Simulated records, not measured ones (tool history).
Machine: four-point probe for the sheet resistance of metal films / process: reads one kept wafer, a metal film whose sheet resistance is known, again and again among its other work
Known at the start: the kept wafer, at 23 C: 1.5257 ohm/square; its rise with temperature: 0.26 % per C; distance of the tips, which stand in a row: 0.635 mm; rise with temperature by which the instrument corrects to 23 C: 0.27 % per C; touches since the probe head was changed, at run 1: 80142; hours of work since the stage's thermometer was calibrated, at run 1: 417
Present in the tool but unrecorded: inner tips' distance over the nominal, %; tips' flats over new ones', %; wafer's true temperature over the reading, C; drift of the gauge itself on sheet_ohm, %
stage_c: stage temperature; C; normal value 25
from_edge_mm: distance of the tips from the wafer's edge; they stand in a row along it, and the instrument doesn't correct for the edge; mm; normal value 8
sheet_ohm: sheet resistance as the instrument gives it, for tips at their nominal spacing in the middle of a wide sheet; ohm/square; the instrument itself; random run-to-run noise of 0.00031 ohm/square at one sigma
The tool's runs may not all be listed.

run,hour,stage_c,from_edge_mm,touches since the probe head was changed,hours of work since the stage's thermometer was calibrated,sheet_ohm
1,0.0,25,8,80142,417,1.531665
2,31.5,25,8,81423,431,1.531364
3,70.0,25,8,82991,449,1.531518
4,112.1,25,8,84704,468,1.531768
5,151.6,25,29,86310,486,1.526933
6,186.1,35,8,87713,502,1.531648
7,228.8,35,8,89446,522,1.531514
8,250.0,25,8,90311,532,1.531974
9,268.9,25,8,91078,540,1.532011
10,291.8,25,27,92010,551,1.527788
11,330.7,25,27,93592,569,1.527927
12,363.4,24,8,94921,583,1.532361
13,403.9,24,8,96569,602,1.532739
14,423.6,24,8,97372,611,1.532750
# hour 427.6: stage's thermometer calibrated
15,449.7,25,8,98410,10,1.532133
16,487.9,33,8,99967,28,1.532441
# hour 494.9: stage's thermometer calibrated, once more
17,525.6,34,8,101478,14,1.533358
18,560.1,23,23,102882,30,1.529480
19,587.2,33,23,103982,42,1.529104
20,626.3,25,23,105572,60,1.529740
21,654.0,21,17,106701,73,1.530550
22,676.3,29,68,107608,83,1.529297
23,719.4,33,3,109359,103,1.564771
24,750.5,32,10,110624,117,1.532647
25,770.5,32,10,111438,126,1.532215
26,806.5,31,15,112901,143,1.530674
27,835.1,31,15,114065,156,1.530405
28,854.8,21,15,114868,165,1.531522
29,887.0,19,8,116176,180,1.535563
30,929.9,25,62,117922,199,1.530295
31,971.4,31,4,119612,218,1.550189
32,1003.3,31,4,120906,233,1.550314

Measured less the same run without the tool's hidden state. The same run-to-run variation is in both; the gauge's scatter may not be:
run,sheet_ohm
1,+0.000671
2,+0.000789
3,+0.000908
4,+0.001058
5,+0.001181
6,+0.001315
7,+0.001451
8,+0.001509
9,+0.001573
10,+0.001647
11,+0.001777
12,+0.001895
13,+0.002019
14,+0.002087
15,+0.001850
16,+0.001995
17,+0.003179
18,+0.003300
19,+0.003382
20,+0.003505
21,+0.003596
22,+0.003675
23,+0.003902
24,+0.003938
25,+0.004012
26,+0.004137
27,+0.004225
28,+0.004293
29,+0.004408
30,+0.004545
31,+0.004744
32,+0.004854

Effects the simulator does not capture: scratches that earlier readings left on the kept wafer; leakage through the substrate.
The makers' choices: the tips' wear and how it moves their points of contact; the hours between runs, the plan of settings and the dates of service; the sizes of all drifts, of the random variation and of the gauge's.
